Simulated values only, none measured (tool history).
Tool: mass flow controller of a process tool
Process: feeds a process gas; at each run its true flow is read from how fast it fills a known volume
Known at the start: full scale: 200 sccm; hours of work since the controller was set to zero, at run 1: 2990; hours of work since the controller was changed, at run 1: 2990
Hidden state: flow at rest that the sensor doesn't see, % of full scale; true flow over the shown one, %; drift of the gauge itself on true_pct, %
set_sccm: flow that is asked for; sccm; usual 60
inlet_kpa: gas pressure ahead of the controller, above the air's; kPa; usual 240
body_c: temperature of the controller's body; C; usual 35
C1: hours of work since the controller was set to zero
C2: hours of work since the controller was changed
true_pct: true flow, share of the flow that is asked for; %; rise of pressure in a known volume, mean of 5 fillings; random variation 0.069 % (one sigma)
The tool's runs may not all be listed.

Run 1, hour 0.0: usual settings; C1 2990; C2 2990. Result: true_pct 94.06 %.
Run 2, hour 274.8: usual settings; C1 3092; C2 3092. Result: true_pct 94.03 %.
Run 3, hour 454.9: usual settings but set_sccm 25 sccm; C1 3158; C2 3158. Result: true_pct 89.59 %.
Run 4, hour 640.2: usual settings but set_sccm 106 sccm; C1 3226; C2 3226. Result: true_pct 95.78 %.
Run 5, hour 929.0: usual settings but set_sccm 106 sccm; C1 3333; C2 3333. Result: true_pct 95.86 %.
Run 6, hour 1076.5: usual settings but set_sccm 106 sccm; C1 3387; C2 3387. Result: true_pct 95.77 %.
Run 7, hour 1336.6: usual settings but set_sccm 106 sccm; C1 3483; C2 3483. Result: true_pct 95.80 %.
Run 8, hour 1581.6: usual settings; C1 3573; C2 3573. Result: true_pct 93.67 %.
Run 9, hour 1825.7: usual settings; C1 3663; C2 3663. Result: true_pct 93.67 %.
Run 10, hour 2080.3: usual settings; C1 3757; C2 3757. Result: true_pct 93.48 %.
Run 11, hour 2271.5: usual settings; C1 3827; C2 3827. Result: true_pct 93.61 %.
Run 12, hour 2463.6: usual settings; C1 3898; C2 3898. Result: true_pct 93.44 %.
Run 13, hour 2614.9: usual settings; C1 3954; C2 3954. Result: true_pct 93.46 %.
Run 14, hour 2751.0: usual settings; C1 4004; C2 4004. Result: true_pct 93.54 %.
Run 15, hour 2920.3: usual settings; C1 4066; C2 4066. Result: true_pct 93.37 %.
Run 16, hour 3060.5: usual settings; C1 4118; C2 4118. Result: true_pct 93.33 %.
Run 17, hour 3213.9: usual settings; C1 4175; C2 4175. Result: true_pct 93.22 %.
Run 18, hour 3353.6: usual settings; C1 4226; C2 4226. Result: true_pct 93.22 %.
Run 19, hour 3589.5: usual settings but body_c 27 C; C1 4313; C2 4313. Result: true_pct 94.12 %.
Run 20, hour 3840.5: usual settings but body_c 27 C; C1 4405; C2 4405. Result: true_pct 94.06 %.
Run 21, hour 4056.3: usual settings but body_c 27 C; C1 4485; C2 4485. Result: true_pct 94.13 %.
Run 22, hour 4282.9: usual settings but body_c 27 C; C1 4568; C2 4568. Result: true_pct 93.84 %.
Run 23, hour 4486.1: usual settings; C1 4643; C2 4643. Result: true_pct 92.95 %.
At hour 4512.6: controller's zero set anew.
Run 24, hour 4625.2: usual settings; C1 41; C2 4694. Result: true_pct 91.50 %.
Run 25, hour 4882.4: usual settings but set_sccm 192 sccm, inlet_kpa 177 kPa, body_c 22 C; C1 136; C2 4789. Result: true_pct 99.01 %.
Run 26, hour 5071.1: usual settings but set_sccm 23 sccm, inlet_kpa 266 kPa, body_c 22 C; C1 206; C2 4859. Result: true_pct 83.28 %.
Run 27, hour 5341.8: usual settings but set_sccm 192 sccm, inlet_kpa 167 kPa, body_c 26 C; C1 305; C2 4958. Result: true_pct 98.79 %.
At hour 5552.1: controller's zero set anew, once more.
Run 28, hour 5617.9: usual settings but set_sccm 82 sccm, inlet_kpa 173 kPa; C1 24; C2 5060. Result: true_pct 97.63 %.
Run 29, hour 5874.7: usual settings but set_sccm 82 sccm, inlet_kpa 173 kPa; C1 119; C2 5155. Result: true_pct 97.52 %.
Run 30, hour 6020.9: usual settings but set_sccm 82 sccm, inlet_kpa 173 kPa; C1 173; C2 5208. Result: true_pct 97.46 %.
Run 31, hour 6272.1: usual settings but set_sccm 162 sccm, inlet_kpa 191 kPa, body_c 21 C; C1 265; C2 5301. Result: true_pct 100.27 %.
Run 32, hour 6527.1: usual settings but set_sccm 72 sccm, body_c 24 C; C1 359; C2 5395. Result: true_pct 97.95 %.
Run 33, hour 6754.0: usual settings but set_sccm 46 sccm, body_c 25 C; C1 443; C2 5478. Result: true_pct 97.38 %.
Run 34, hour 6893.3: usual settings but set_sccm 47 sccm, inlet_kpa 247 kPa, body_c 21 C; C1 494; C2 5530. Result: true_pct 97.56 %.
Run 35, hour 7138.6: usual settings but set_sccm 28 sccm, inlet_kpa 157 kPa, body_c 27 C; C1 585; C2 5620. Result: true_pct 96.58 %.
Run 36, hour 7267.7: usual settings but set_sccm 28 sccm, inlet_kpa 157 kPa, body_c 27 C; C1 632; C2 5668. Result: true_pct 96.44 %.
Run 37, hour 7472.2: usual settings but set_sccm 28 sccm, inlet_kpa 157 kPa, body_c 27 C; C1 707; C2 5743. Result: true_pct 96.51 %.
Run 38, hour 7613.0: usual settings but set_sccm 50 sccm, inlet_kpa 157 kPa, body_c 26 C; C1 759; C2 5795. Result: true_pct 97.61 %.
Run 39, hour 7853.3: usual settings but set_sccm 50 sccm, inlet_kpa 157 kPa, body_c 26 C; C1 848; C2 5884. Result: true_pct 97.35 %.
Run 40, hour 8079.0: usual settings but set_sccm 29 sccm, inlet_kpa 227 kPa; C1 931; C2 5967. Result: true_pct 94.80 %.
Run 41, hour 8231.2: usual settings but set_sccm 29 sccm, inlet_kpa 146 kPa, body_c 38 C; C1 987; C2 6023. Result: true_pct 95.02 %.
Run 42, hour 8469.4: usual settings but set_sccm 99 sccm, inlet_kpa 230 kPa; C1 1075; C2 6111. Result: true_pct 97.00 %.
Run 43, hour 8749.6: usual settings but set_sccm 26 sccm, inlet_kpa 232 kPa; C1 1178; C2 6214. Result: true_pct 94.10 %.
Run 44, hour 8890.3: usual settings but set_sccm 30 sccm, inlet_kpa 212 kPa, body_c 38 C; C1 1230; C2 6266. Result: true_pct 94.22 %.
Run 45, hour 9134.3: usual settings but set_sccm 30 sccm, inlet_kpa 212 kPa; C1 1320; C2 6355. Result: true_pct 94.37 %.
Run 46, hour 9277.9: usual settings but set_sccm 22 sccm, inlet_kpa 142 kPa, body_c 24 C; C1 1373; C2 6408. Result: true_pct 95.04 %.
Run 47, hour 9414.4: usual settings but set_sccm 92 sccm, inlet_kpa 142 kPa, body_c 39 C; C1 1423; C2 6459. Result: true_pct 96.90 %.

Forecast each of these 5 alternatives for the next run:
Run A, hour 9554.8: usual settings but set_sccm 21 sccm, inlet_kpa 194 kPa; C1 1475; C2 6510. Result: true_pct ?.
Run B, hour 9554.8: usual settings but set_sccm 23 sccm, inlet_kpa 142 kPa, body_c 39 C; C1 1475; C2 6510. Result: true_pct ?.
Run C, hour 9554.8: usual settings but set_sccm 92 sccm, inlet_kpa 142 kPa, body_c 39 C; C1 1475; C2 6510. Result: true_pct ?.
Run D, hour 9554.8: usual settings but set_sccm 122 sccm, inlet_kpa 142 kPa, body_c 39 C; C1 1475; C2 6510. Result: true_pct ?.
Run E, hour 9554.8: usual settings but set_sccm 68 sccm, inlet_kpa 168 kPa, body_c 23 C; C1 1475; C2 6510. Result: true_pct ?.

run  true_pct
  A     93.11
  B     93.37
  C     96.99
  D     97.44
  E     97.88
Without the tool's hidden state the same runs would have given:
run  true_pct
  A     96.13
  B     96.08
  C     97.24
  D     97.50
  E     98.43
